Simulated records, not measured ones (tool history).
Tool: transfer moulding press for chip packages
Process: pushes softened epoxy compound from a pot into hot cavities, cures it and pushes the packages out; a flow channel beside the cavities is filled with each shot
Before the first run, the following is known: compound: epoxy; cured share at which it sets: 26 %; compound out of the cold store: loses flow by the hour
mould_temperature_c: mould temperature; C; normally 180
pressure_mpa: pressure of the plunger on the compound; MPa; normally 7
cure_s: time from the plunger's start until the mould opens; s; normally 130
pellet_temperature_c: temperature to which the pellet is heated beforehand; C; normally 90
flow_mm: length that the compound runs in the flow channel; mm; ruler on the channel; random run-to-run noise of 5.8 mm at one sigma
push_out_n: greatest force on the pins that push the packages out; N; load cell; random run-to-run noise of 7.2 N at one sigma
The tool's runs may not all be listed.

run    hour  mould_temperature_c  pressure_mpa  cure_s  pellet_temperature_c  incoming compound's hours out of the cold store  flow_mm  push_out_n
  1       0                  180             7     130                    90                                             27.8      724         325
  2    41.1                  180             7     130                    90                                               25      732         443
       50.6  -- cavities cleaned with cleaning compound and waxed
       94.9  -- cavities cleaned with cleaning compound and waxed
      101.9  -- plunger's sealing rings changed
  3   101.9                  180             7     130                    90                                             26.3      816         345
      146.7  -- cavities cleaned with cleaning compound and waxed
  4   163.2                  180             7     130                    90                                             12.3      859         413
      192.3  -- cavities cleaned with cleaning compound and waxed
      238.4  -- cavities cleaned with cleaning compound and waxed
  5   251.9                  180             7     130                    90                                             17.4      819         389
      284.8  -- cavities cleaned with cleaning compound and waxed
  6   313.6                  180             7     154                    90                                             31.4      757         384
      333.1  -- cavities cleaned with cleaning compound and waxed
      382.6  -- cavities cleaned with cleaning compound and waxed
  7   383.7                  180             7     154                    90                                             12.2      812         290
      430.8  -- cavities cleaned with cleaning compound and waxed
  8   459.4                  180             7     154                    90                                             45.3      670         404
      474.8  -- cavities cleaned with cleaning compound and waxed
  9   516.4                  180             7     154                    90                                             31.9      705         413
      524.2  -- cavities cleaned with cleaning compound and waxed
      574.2  -- cavities cleaned with cleaning compound and waxed
 10   594.9                  180             7     130                    90                                             21.3      729         411
        615  -- plunger's sealing rings changed
      623.5  -- cavities cleaned with cleaning compound and waxed
      668.7  -- cavities cleaned with cleaning compound and waxed
 11   668.7                  180             7     130                    90                                              9.2      884         311
 12   705.9                  180          6.92     130                    90                                               15      854         467
      715.2  -- cavities cleaned with cleaning compound and waxed
      760.1  -- cavities cleaned with cleaning compound and waxed
 13   785.2                  180             7     130                    90                                             15.3      828         419
      807.3  -- cavities cleaned with cleaning compound and waxed
 14   840.7                  179          8.79     113                    99                                             38.5      806         543
      855.6  -- cavities cleaned with cleaning compound and waxed
      900.6  -- cavities cleaned with cleaning compound and waxed
 15   919.7                  180          6.05     159                    90                                             29.3      686         359
      950.5  -- cavities cleaned with cleaning compound and waxed
 16   969.2                  180             7     130                    84                                             36.4      703         410
      974.9  -- mould's thermocouples calibrated
       1000  -- cavities cleaned with cleaning compound and waxed
 17  1007.7                  173             7     130                    92                                             40.6      699         494
     1048.8  -- cavities cleaned with cleaning compound and waxed
 18  1067.6                  183           8.3     130                    83                                             25.1      784         404
     1093.9  -- mould's thermocouples calibrated, once more
     1095.4  -- cavities cleaned with cleaning compound and waxed
 19  1124.1                  179          7.02     130                    83                                             25.1      711         435
     1133.4  -- plunger's sealing rings changed
     1146.8  -- cavities cleaned with cleaning compound and waxed
 20  1171.8                  179          7.02     130                    83                                             10.7      875         427
     1194.1  -- cavities cleaned with cleaning compound and waxed
     1238.6  -- cavities cleaned with cleaning compound and waxed
 21  1248.8                  179          7.02     164                    99                                               32      755         320
     1285.5  -- cavities cleaned with cleaning compound and waxed
     1332.9  -- cavities cleaned with cleaning compound and waxed
 22  1335.7                  179          7.02     129                    99                                             11.1      844         337
     1381.9  -- cavities cleaned with cleaning compound and waxed
 23  1381.9                  179          7.02     129                    99                                             19.9      791         329
     1426.3  -- cavities cleaned with cleaning compound and waxed
 24  1438.9                  186          6.25     127                    95                                             12.2      743         349
     1474.1  -- cavities cleaned with cleaning compound and waxed
 25  1499.7                  178          6.25     144                    95                                             20.4      719         404

4 options for the next run, each taken on its own from the tool as it stands now. Forecast them:
     1518.3  -- cavities cleaned with cleaning compound and waxed
  A  1551.5                  174          7.84     129                    95                                               36        ?           ?
     1518.3  -- cavities cleaned with cleaning compound and waxed
  B  1551.5                  180             7     162                    90                                             33.3        ?           ?
     1518.3  -- cavities cleaned with cleaning compound and waxed
  C  1551.5                  180             7     130                    90                                               37        ?           ?
     1518.3  -- cavities cleaned with cleaning compound and waxed
  D  1551.5                  173          6.25     119                    95                                             37.4        ?           ?

run  flow_mm  push_out_n
  A      739         535
  B      693         401
  C      677         432
  D      656         646
Stripped of hidden state, with their random variation kept, the same runs would have yielded:
run  flow_mm  push_out_n
  A      827         368
  B      776         276
  C      757         299
  D      733         442
